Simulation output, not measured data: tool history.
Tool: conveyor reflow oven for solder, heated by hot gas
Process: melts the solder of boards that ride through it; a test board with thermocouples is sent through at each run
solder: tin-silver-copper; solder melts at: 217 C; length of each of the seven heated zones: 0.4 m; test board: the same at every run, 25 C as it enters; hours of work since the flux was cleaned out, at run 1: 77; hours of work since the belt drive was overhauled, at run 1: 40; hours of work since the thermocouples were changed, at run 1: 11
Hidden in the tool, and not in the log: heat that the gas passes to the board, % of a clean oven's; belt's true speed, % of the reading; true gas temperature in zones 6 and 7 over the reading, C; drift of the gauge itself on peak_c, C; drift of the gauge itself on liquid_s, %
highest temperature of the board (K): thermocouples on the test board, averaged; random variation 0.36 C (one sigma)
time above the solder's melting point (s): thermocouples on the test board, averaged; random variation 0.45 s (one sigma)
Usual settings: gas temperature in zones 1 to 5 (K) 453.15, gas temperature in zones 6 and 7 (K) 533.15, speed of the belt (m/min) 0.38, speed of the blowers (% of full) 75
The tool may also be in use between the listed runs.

run   hour  gas temperature in zones 1 to 5 (K)  gas temperature in zones 6 and 7 (K)  speed of the belt (m/min)  speed of the blowers (% of full)  hours of work since the flux was cleaned out  hours of work since the belt drive was overhauled  hours of work since the thermocouples were changed  highest temperature of the board (K)  time above the solder's melting point (s)
  1      0                               453.15                                533.15                       0.38                                75                                            77                                                 40                                                  11                                521.35                                       95.7
  2    9.1                               453.15                                532.15                       0.38                                75                                            82                                                 44                                                  16                                521.25                                       93.8
  3   15.1                               453.15                                532.15                       0.38                                75                                            85                                                 47                                                  19                                520.55                                       95.5
  4   22.6                               453.15                                533.15                       0.38                                75                                            89                                                 51                                                  23                                521.65                                       95.6
  5   31.4                               453.15                                533.15                       0.38                                75                                            93                                                 56                                                  27                                521.35                                       95.7
  6   36.4                               453.15                                533.15                      0.356                                75                                            96                                                 58                                                  30                                523.25                                      105.8
  7   44.2                               453.15                                533.15                       0.38                                75                                           100                                                 62                                                  34                                521.25                                       96.2
  8   51.6                               453.15                                533.15                       0.38                                75                                           104                                                 66                                                  38                                521.35                                       95.4
  9   59.5                               453.15                                533.15                       0.38                                75                                           108                                                 70                                                  42                                520.85                                       95.4
      65.2  -- flux residue cleaned out of gas plates and filters
 10   71.8                               453.15                                533.15                       0.38                                75                                             3                                                 74                                                  45                                521.95                                         95
 11   79.7                               448.15                                533.15                       0.38                                75                                             7                                                 78                                                  50                                520.55                                       90.8
 12     89                               448.15                                533.15                       0.38                                75                                            12                                                 83                                                  54                                520.55                                       91.5
 13   97.4                               453.15                                533.15                       0.38                                75                                            17                                                 87                                                  59                                521.95                                       94.6
 14  103.7                               453.15                                533.15                       0.38                                75                                            20                                                 90                                                  62                                521.25                                       94.6
 15  109.6                               453.15                                533.15                       0.38                                75                                            23                                                 93                                                  65                                521.45                                       95.3
     115.6  -- flux residue cleaned out of gas plates and filters, once more
 16  122.5                               453.15                                533.15                       0.38                                75                                             4                                                 97                                                  69                                521.05                                       96.1
 17  126.6                               439.15                                533.15                       0.38                                54                                             6                                                100                                                  71                                514.55                                       75.3
 18  131.6                               444.15                                533.15                       0.38                                66                                             8                                                102                                                  74                                518.85                                       85.3
 19  136.1                               444.15                                533.15                       0.38                                66                                            11                                                104                                                  76                                518.75                                       85.3
 20  144.5                               464.15                                528.15                      0.425                                52                                            15                                                109                                                  80                                512.45                                       75.2
 21  150.2                               453.15                                539.15                      0.332                                56                                            18                                                112                                                  83                                526.95                                      116.5
 22  155.4                               453.15                                539.15                      0.332                                56                                            20                                                114                                                  86                                527.15                                      116.1
 23  159.8                               453.15                                539.15                      0.402                                68                                            23                                                117                                                  88                                524.25                                         92
 24  166.9                               453.15                                539.15                      0.402                                68                                            26                                                120                                                  92                                523.75                                       92.7
 25  172.2                               453.15                                528.15                      0.305                                75                                            29                                                123                                                  95                                521.35                                      123.9
 26  177.4                               453.15                                539.15                      0.312                                87                                            32                                                126                                                  97                                532.85                                      133.9
 27  182.7                               466.15                                533.15                      0.361                                84                                            34                                                128                                                 100                                526.35                                      117.1
 28  189.9                               445.15                                529.15                      0.422                                75                                            38                                                132                                                 104                                514.05                                       71.2
 29    195                               445.15                                537.15                      0.321                                75                                            41                                                135                                                 106                                528.55                                      119.2
 30  200.7                               445.15                                537.15                      0.321                                75                                            44                                                138                                                 109                                528.15                                      118.6

5 ways to go on from here, each from the tool as it stands after run 30. What would each give?
  A  208.1                               464.15                                533.15                      0.327                                75                                            48                                                141                                                 113                                     ?                                          ?
  B  208.1                               445.15                                527.15                      0.432                                76                                            48                                                141                                                 113                                     ?                                          ?
  C  208.1                               445.15                                537.15                      0.341                                82                                            48                                                141                                                 113                                     ?                                          ?
  D  208.1                               445.15                                537.15                      0.321                                61                                            48                                                141                                                 113                                     ?                                          ?
  E  208.1                               453.15                                533.15                       0.38                                67                                            48                                                141                                                 113                                     ?                                          ?

run  highest temperature of the board (K)  time above the solder's melting point (s)
  A                                526.55                                      127.8
  B                                511.75                                       64.7
  C                                528.05                                      111.1
  D                                525.45                                        115
  E                                519.95                                       93.3
Without the tool's hidden state the same runs would have given:
run  highest temperature of the board (K)  time above the solder's melting point (s)
  A                                527.25                                      128.2
  B                                512.45                                       65.8
  C                                528.75                                      111.7
  D                                526.05                                      115.6
  E                                520.65                                       94.1
